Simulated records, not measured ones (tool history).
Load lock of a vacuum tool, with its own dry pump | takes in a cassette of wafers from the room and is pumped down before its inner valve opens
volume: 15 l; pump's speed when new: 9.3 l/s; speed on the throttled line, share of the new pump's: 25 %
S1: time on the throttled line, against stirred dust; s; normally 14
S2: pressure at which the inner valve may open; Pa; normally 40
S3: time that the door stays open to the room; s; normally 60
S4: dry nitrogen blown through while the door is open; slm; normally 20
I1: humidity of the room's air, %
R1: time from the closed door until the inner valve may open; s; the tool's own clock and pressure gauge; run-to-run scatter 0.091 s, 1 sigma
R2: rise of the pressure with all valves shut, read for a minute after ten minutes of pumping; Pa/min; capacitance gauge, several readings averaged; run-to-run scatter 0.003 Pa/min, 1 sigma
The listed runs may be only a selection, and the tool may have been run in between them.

run,hour,S1,S2,S3,S4,I1,R1,R2
1,0,14,40,60,20,43.7,23.14,0.038
2,389.1,14,40,60,20,45.5,23.08,0.037
3,1011.7,14,40,60,20,46.7,23.11,0.04
4,1319.5,14,40,38,20,47.3,23.07,0.033
5,1768.9,14,40,38,20,45.1,23.14,0.022
6,2115.4,14,40,38,20,46.2,23.33,0.029
7,2625.8,14,40,38,20,46.4,23.32,0.032
8,2993.4,14,79,60,20,45.8,22.24,0.043
9,3561.8,14,79,60,20,45.4,22.17,0.036
10,4278.5,14,79,60,20,49.6,22.01,0.042
11,4631.8,14,79,60,20,40.1,22.06,0.04
12,4934.7,14,79,60,20,45.3,22.02,0.041
13,5544.3,7,79,60,20,46.8,16.68,0.037
14,6076,14,40,60,5,46.1,23.08,0.051
15,6811.2,14,40,60,5,44.1,23.22,0.046
16,7235,14,40,60,5,48.6,23.23,0.052
# hour 7559.3: dry pump taken out, an overhauled one fitted
17,7559.3,14,56,60,20,43,22.6,0.038
18,7977.3,14,56,60,20,48.2,22.62,0.037
19,8504.2,14,56,60,20,44.7,22.68,0.042
20,9000.9,9,62,60,20,45.1,18.69,0.04
21,9722,9,62,60,20,46.4,18.73,0.039
22,10156.7,14,45,29,20,42,23.08,0.022
23,10737.4,14,45,29,20,46.7,23.1,0.028
24,11144.5,17,34,177,43,41.5,25.72,0.06
25,11865.8,17,34,177,43,42.7,25.47,0.053
26,12219.3,17,37,67,43,48.4,25.54,0.045
27,12868.1,14,40,60,5,47,23.18,0.051
# hour 13267.7: door's seal changed, seat wiped
28,13267.7,23,30,189,26,43.5,30.41,0.068
29,13689,17,40,60,20,45,25.48,0.04
30,14362.1,17,70,50,20,47.4,24.5,0.042
31,15003.9,17,70,50,20,47.2,24.49,0.035
32,15469.3,10,41,60,37,41,20.13,0.03
33,15877,10,40,106,22,43.3,20.27,0.052
34,16316.8,24,29,94,8,44.9,31.22,0.064
35,16900.2,24,45,94,8,42.1,30.27,0.059
36,17246.8,19,48,52,8,44.1,26.53,0.043
37,17685.1,14,40,60,38,46.9,23.17,0.034

What if the next run were any one of these 3? Each begins from the tool's condition after run 37:
A,18362.6,14,29,27,5,44.5,?,?
B,18362.6,14,40,60,45,48.7,?,?
C,18362.6,25,40,27,20,46.1,?,?

run,R1,R2
A,23.56,0.032
B,23.3,0.032
C,31.37,0.026
Without the tool's hidden state the same runs would have given:
run,R1,R2
A,23.55,0.032
B,23.29,0.032
C,31.37,0.026

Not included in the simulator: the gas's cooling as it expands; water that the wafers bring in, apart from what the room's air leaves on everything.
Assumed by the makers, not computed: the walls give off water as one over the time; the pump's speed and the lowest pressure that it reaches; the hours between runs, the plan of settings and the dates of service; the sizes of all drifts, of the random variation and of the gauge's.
